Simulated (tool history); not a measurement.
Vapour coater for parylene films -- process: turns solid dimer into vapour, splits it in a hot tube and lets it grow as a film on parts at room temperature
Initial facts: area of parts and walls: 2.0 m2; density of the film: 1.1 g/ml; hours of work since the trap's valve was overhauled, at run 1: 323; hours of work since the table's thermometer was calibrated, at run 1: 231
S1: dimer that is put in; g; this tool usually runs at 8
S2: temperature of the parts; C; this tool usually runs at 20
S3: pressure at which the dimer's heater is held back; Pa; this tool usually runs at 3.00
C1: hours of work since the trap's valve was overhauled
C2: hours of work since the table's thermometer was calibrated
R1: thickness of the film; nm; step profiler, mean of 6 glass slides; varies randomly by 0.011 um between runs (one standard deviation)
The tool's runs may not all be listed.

run,hour,S1,S2,S3,C1,C2,R1
1,0.0,8,20,3.00,323,231,2390
2,33.5,8,20,3.00,336,245,2350
3,64.7,8,20,3.00,349,258,2350
4,96.4,8,20,3.00,362,271,2360
5,126.8,8,20,3.00,375,283,2340
6,149.6,8,20,3.00,384,293,2350
7,173.6,8,20,3.00,394,303,2330
8,218.1,8,14,3.00,412,321,2790
9,266.9,8,14,3.00,433,341,2800
10,306.6,6,20,3.00,449,358,1750
# hour 310.9: table's thermometer calibrated
# hour 330.0: trap's valve overhauled
11,360.9,8,20,3.00,13,19,2530
12,400.9,8,20,3.00,29,35,2510
13,444.2,8,20,3.00,47,53,2500
14,485.3,8,20,3.00,64,70,2500
# hour 501.2: table's thermometer calibrated, once more
15,532.7,8,20,3.35,83,13,2400
16,563.1,8,20,4.58,96,26,2200
17,607.8,8,21,3.07,114,44,2370
18,657.4,8,14,3.30,135,64,2870
19,687.9,6,23,3.00,147,77,1680
20,731.9,13,20,4.15,165,95,3640
21,772.6,8,27,3.00,182,112,1940
22,813.6,8,23,3.00,199,129,2180
23,837.8,3,20,7.40,209,139,710
24,858.9,12,12,4.65,218,147,4110
25,879.9,5,12,7.39,226,156,1550
26,924.4,4,17,7.39,245,174,1060
27,948.2,13,16,11.45,254,184,3150
28,979.6,4,16,2.00,267,197,1480
29,1017.4,13,29,5.80,283,213,2470
30,1058.5,13,15,2.46,300,230,4720
31,1096.2,3,24,2.43,315,245,820
32,1141.6,11,24,11.56,334,264,2050

Forecast each of these 3 alternatives for the next run:
A,1170.3,3,14,2.20,346,276,?
B,1170.3,8,22,10.35,346,276,?
C,1170.3,3,12,5.81,346,276,?

run,R1
A,1130
B,1620
C,940
With no hidden state in the tool, these same runs would have given:
run,R1
A,1220
B,1740
C,1010
